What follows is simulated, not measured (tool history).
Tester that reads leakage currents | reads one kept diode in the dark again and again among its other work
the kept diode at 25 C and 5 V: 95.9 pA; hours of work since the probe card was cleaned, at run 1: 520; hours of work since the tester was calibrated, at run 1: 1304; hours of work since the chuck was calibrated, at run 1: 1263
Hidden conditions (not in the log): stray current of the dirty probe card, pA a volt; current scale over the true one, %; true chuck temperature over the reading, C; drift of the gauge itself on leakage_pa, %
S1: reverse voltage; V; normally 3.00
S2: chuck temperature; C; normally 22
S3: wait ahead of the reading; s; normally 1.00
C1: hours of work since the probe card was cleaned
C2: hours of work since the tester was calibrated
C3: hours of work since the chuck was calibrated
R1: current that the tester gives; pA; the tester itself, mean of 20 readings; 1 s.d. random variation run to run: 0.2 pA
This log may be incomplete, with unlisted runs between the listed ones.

{"run": 1, "hour": 0.0, "S1": 3.0, "S2": 22, "S3": 1.0, "C1": 520, "C2": 1304, "C3": 1263, "R1": 73.4}
{"run": 2, "hour": 32.8, "S1": 3.0, "S2": 34, "S3": 1.0, "C1": 535, "C2": 1319, "C3": 1278, "R1": 170.04}
{"run": 3, "hour": 60.4, "S1": 3.0, "S2": 22, "S3": 1.0, "C1": 547, "C2": 1331, "C3": 1290, "R1": 73.62}
{"run": 4, "hour": 95.0, "S1": 3.0, "S2": 22, "S3": 1.0, "C1": 562, "C2": 1346, "C3": 1305, "R1": 73.71}
{"run": 5, "hour": 117.7, "S1": 3.0, "S2": 22, "S3": 1.0, "C1": 572, "C2": 1356, "C3": 1315, "R1": 73.63}
{"run": 6, "hour": 144.2, "S1": 3.0, "S2": 22, "S3": 1.0, "C1": 583, "C2": 1368, "C3": 1326, "R1": 73.68}
{"run": 7, "hour": 160.8, "S1": 3.0, "S2": 22, "S3": 1.98, "C1": 591, "C2": 1375, "C3": 1334, "R1": 73.45}
{"run": 8, "hour": 185.3, "S1": 3.0, "S2": 22, "S3": 1.98, "C1": 601, "C2": 1386, "C3": 1344, "R1": 73.39}
{"run": 9, "hour": 199.5, "S1": 3.0, "S2": 22, "S3": 1.98, "C1": 608, "C2": 1392, "C3": 1351, "R1": 73.47}
{"run": 10, "hour": 229.2, "S1": 3.0, "S2": 22, "S3": 1.98, "C1": 621, "C2": 1405, "C3": 1364, "R1": 73.92}
{"run": 11, "hour": 259.8, "S1": 2.27, "S2": 22, "S3": 1.98, "C1": 634, "C2": 1418, "C3": 1377, "R1": 67.29}
{"run": 12, "hour": 279.1, "S1": 2.27, "S2": 22, "S3": 1.98, "C1": 642, "C2": 1427, "C3": 1386, "R1": 67.45}
{"run": 13, "hour": 299.2, "S1": 3.0, "S2": 22, "S3": 1.66, "C1": 651, "C2": 1436, "C3": 1394, "R1": 74.04}
{"run": 14, "hour": 327.6, "S1": 3.0, "S2": 22, "S3": 1.66, "C1": 664, "C2": 1448, "C3": 1407, "R1": 74.47}
{"run": 15, "hour": 355.1, "S1": 1.33, "S2": 22, "S3": 1.0, "C1": 676, "C2": 1460, "C3": 1419, "R1": 55.79}
{"run": 16, "hour": 370.8, "S1": 1.33, "S2": 22, "S3": 1.0, "C1": 683, "C2": 1467, "C3": 1426, "R1": 55.93}
{"run": 17, "hour": 404.3, "S1": 1.77, "S2": 22, "S3": 1.0, "C1": 697, "C2": 1482, "C3": 1440, "R1": 62.3}
{"run": 18, "hour": 430.6, "S1": 3.0, "S2": 22, "S3": 7.41, "C1": 709, "C2": 1493, "C3": 1452, "R1": 74.45}
{"run": 19, "hour": 450.4, "S1": 3.0, "S2": 29, "S3": 1.0, "C1": 718, "C2": 1502, "C3": 1461, "R1": 123.15}
{"run": 20, "hour": 479.8, "S1": 3.0, "S2": 29, "S3": 1.0, "C1": 730, "C2": 1515, "C3": 1473, "R1": 123.58}
{"run": 21, "hour": 502.7, "S1": 3.0, "S2": 29, "S3": 1.0, "C1": 740, "C2": 1525, "C3": 1483, "R1": 123.84}
{"run": 22, "hour": 533.4, "S1": 3.0, "S2": 29, "S3": 1.0, "C1": 754, "C2": 1538, "C3": 1497, "R1": 123.22}
{"run": 23, "hour": 566.4, "S1": 3.0, "S2": 29, "S3": 1.0, "C1": 768, "C2": 1553, "C3": 1511, "R1": 123.7}
{"run": 24, "hour": 594.8, "S1": 1.42, "S2": 57, "S3": 0.48, "C1": 781, "C2": 1565, "C3": 1524, "R1": 582.32}
{"run": 25, "hour": 610.5, "S1": 1.42, "S2": 57, "S3": 0.48, "C1": 788, "C2": 1572, "C3": 1531, "R1": 585.51}
{"run": 26, "hour": 632.6, "S1": 5.36, "S2": 54, "S3": 0.4, "C1": 797, "C2": 1582, "C3": 1540, "R1": 765.0}
{"run": 27, "hour": 657.2, "S1": 5.36, "S2": 54, "S3": 0.4, "C1": 808, "C2": 1592, "C3": 1551, "R1": 767.32}
{"run": 28, "hour": 691.5, "S1": 5.36, "S2": 54, "S3": 0.4, "C1": 823, "C2": 1608, "C3": 1566, "R1": 766.91}
{"run": 29, "hour": 710.9, "S1": 3.0, "S2": 22, "S3": 2.71, "C1": 832, "C2": 1616, "C3": 1575, "R1": 76.01}
{"run": 30, "hour": 745.0, "S1": 3.0, "S2": 22, "S3": 4.24, "C1": 847, "C2": 1631, "C3": 1590, "R1": 75.67}
{"run": 31, "hour": 762.7, "S1": 1.96, "S2": 22, "S3": 6.96, "C1": 854, "C2": 1639, "C3": 1597, "R1": 65.2}
{"run": 32, "hour": 777.4, "S1": 1.96, "S2": 22, "S3": 6.96, "C1": 861, "C2": 1645, "C3": 1604, "R1": 65.09}
{"run": 33, "hour": 804.8, "S1": 1.81, "S2": 57, "S3": 8.32, "C1": 873, "C2": 1657, "C3": 1616, "R1": 638.28}
{"run": 34, "hour": 820.1, "S1": 3.88, "S2": 40, "S3": 0.74, "C1": 880, "C2": 1664, "C3": 1623, "R1": 287.57}
{"run": 35, "hour": 853.8, "S1": 7.09, "S2": 22, "S3": 5.1, "C1": 894, "C2": 1679, "C3": 1637, "R1": 104.65}
{"run": 36, "hour": 869.0, "S1": 2.04, "S2": 28, "S3": 2.54, "C1": 901, "C2": 1685, "C3": 1644, "R1": 101.56}
{"run": 37, "hour": 903.5, "S1": 3.0, "S2": 47, "S3": 1.0, "C1": 916, "C2": 1700, "C3": 1659, "R1": 412.43}
{"run": 38, "hour": 938.0, "S1": 3.0, "S2": 51, "S3": 2.47, "C1": 931, "C2": 1716, "C3": 1674, "R1": 528.86}
{"run": 39, "hour": 960.6, "S1": 3.0, "S2": 51, "S3": 2.47, "C1": 941, "C2": 1725, "C3": 1684, "R1": 527.16}
{"run": 40, "hour": 984.5, "S1": 3.0, "S2": 51, "S3": 2.47, "C1": 952, "C2": 1736, "C3": 1695, "R1": 532.55}
{"run": 41, "hour": 1008.1, "S1": 3.0, "S2": 27, "S3": 1.0, "C1": 962, "C2": 1746, "C3": 1705, "R1": 109.13}

Alternative continuations, all from the tool just after run 41; predict every row:
{"run": "A", "hour": 1037.6, "S1": 8.41, "S2": 22, "S3": 0.78, "C1": 975, "C2": 1759, "C3": 1718, "R1": "?"}
{"run": "B", "hour": 1037.6, "S1": 3.0, "S2": 49, "S3": 0.8, "C1": 975, "C2": 1759, "C3": 1718, "R1": "?"}
{"run": "C", "hour": 1037.6, "S1": 5.26, "S2": 25, "S3": 0.88, "C1": 975, "C2": 1759, "C3": 1718, "R1": "?"}

run=A R1=113.13
run=B R1=469.84
run=C R1=116.10
Without the tool's unlogged condition, the same runs would have read:
run=A R1=92.05
run=B R1=414.58
run=C R1=97.23
